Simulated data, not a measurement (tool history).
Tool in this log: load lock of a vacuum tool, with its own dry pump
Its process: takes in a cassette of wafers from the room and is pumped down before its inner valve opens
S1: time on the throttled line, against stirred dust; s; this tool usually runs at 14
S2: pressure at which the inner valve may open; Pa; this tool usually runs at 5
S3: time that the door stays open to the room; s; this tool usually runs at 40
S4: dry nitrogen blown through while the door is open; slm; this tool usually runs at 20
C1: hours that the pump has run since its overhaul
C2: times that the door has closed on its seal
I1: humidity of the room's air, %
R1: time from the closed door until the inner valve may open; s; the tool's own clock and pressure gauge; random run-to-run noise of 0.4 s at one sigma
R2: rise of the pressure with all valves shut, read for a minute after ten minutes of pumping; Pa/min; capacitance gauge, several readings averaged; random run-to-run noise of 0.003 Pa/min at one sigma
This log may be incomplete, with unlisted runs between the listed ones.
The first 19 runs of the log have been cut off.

| run | hour | S1 | S2 | S3 | S4 | C1 | C2 | I1 | R1 | R2 |
|---|---|---|---|---|---|---|---|---|---|---|
| 20 | 5952 | 14 | 5 | 40 | 20 | 6878 | 11599 | 46.7 | 47.9 | 0.109 |
| 21 | 6353.1 | 14 | 5 | 40 | 20 | 7279 | 12021 | 45.2 | 47.3 | 0.106 |
| 22 | 6787.6 | 14 | 4 | 99 | 4 | 7714 | 12479 | 44.5 | 49.5 | 0.149 |
| 23 | 7026.7 | 14 | 5 | 99 | 7 | 7953 | 12731 | 41.6 | 49 | 0.131 |
| 24 | 7428.6 | 14 | 5 | 99 | 7 | 8354 | 13155 | 50.3 | 48.5 | 0.144 |
| 25 | 7772.9 | 11 | 5 | 99 | 7 | 8699 | 13518 | 46.8 | 47.3 | 0.156 |
| 26 | 8061.8 | 14 | 5 | 136 | 38 | 8988 | 13823 | 45.2 | 48 | 0.141 |
| 27 | 8513.7 | 14 | 5 | 136 | 38 | 9440 | 14299 | 46.3 | 48.8 | 0.142 |
| 28 | 8760.4 | 14 | 5 | 136 | 38 | 9686 | 14559 | 46 | 49.8 | 0.143 |
| 29 | 8977.1 | 14 | 5 | 54 | 20 | 9903 | 14788 | 43 | 50 | 0.144 |
| 30 | 9252.6 | 14 | 5 | 54 | 20 | 10179 | 15078 | 46.5 | 50.6 | 0.149 |
| 31 | 9735.5 | 14 | 5 | 100 | 20 | 10661 | 15587 | 44.6 | 50.7 | 0.157 |
|  | 10103.1 | dry pump taken out, an overhauled one fitted |
| 32 | 10103.1 | 26 | 5 | 40 | 9 | 0 | 15968 | 43.1 | 51.1 | 0.161 |
| 33 | 10596.2 | 27 | 7 | 37 | 9 | 493 | 16488 | 41.7 | 51.1 | 0.166 |
| 34 | 10870.1 | 7 | 4 | 88 | 11 | 767 | 16777 | 45.4 | 39.2 | 0.177 |
| 35 | 11209.2 | 8 | 6 | 40 | 22 | 1106 | 17134 | 46.5 | 38.4 | 0.173 |
| 36 | 11595.3 | 26 | 5 | 46 | 6 | 1492 | 17541 | 43.8 | 51.7 | 0.197 |

Alternative continuations, all from the tool just after run 36; predict every row:
| A | 11947 | 12 | 6 | 46 | 6 | 1844 | 17912 | 46.9 | ? | ? |
| B | 11947 | 8 | 5 | 40 | 28 | 1844 | 17912 | 47.5 | ? | ? |
| C | 11947 | 11 | 9 | 46 | 5 | 1844 | 17912 | 43.1 | ? | ? |
| D | 11947 | 27 | 5 | 46 | 6 | 1844 | 17912 | 40.8 | ? | ? |
| E | 11947 | 22 | 5 | 40 | 20 | 1844 | 17912 | 42.9 | ? | ? |

| run | R1 | R2 |
|---|---|---|
| A | 42.2 | 0.198 |
| B | 40.6 | 0.181 |
| C | 39.5 | 0.19 |
| D | 53.3 | 0.192 |
| E | 50 | 0.179 |
Without the tool's hidden state the same runs would have given:
| run | R1 | R2 |
|---|---|---|
| A | 40.9 | 0.033 |
| B | 39.2 | 0.019 |
| C | 38.3 | 0.029 |
| D | 52.2 | 0.03 |
| E | 48.8 | 0.017 |
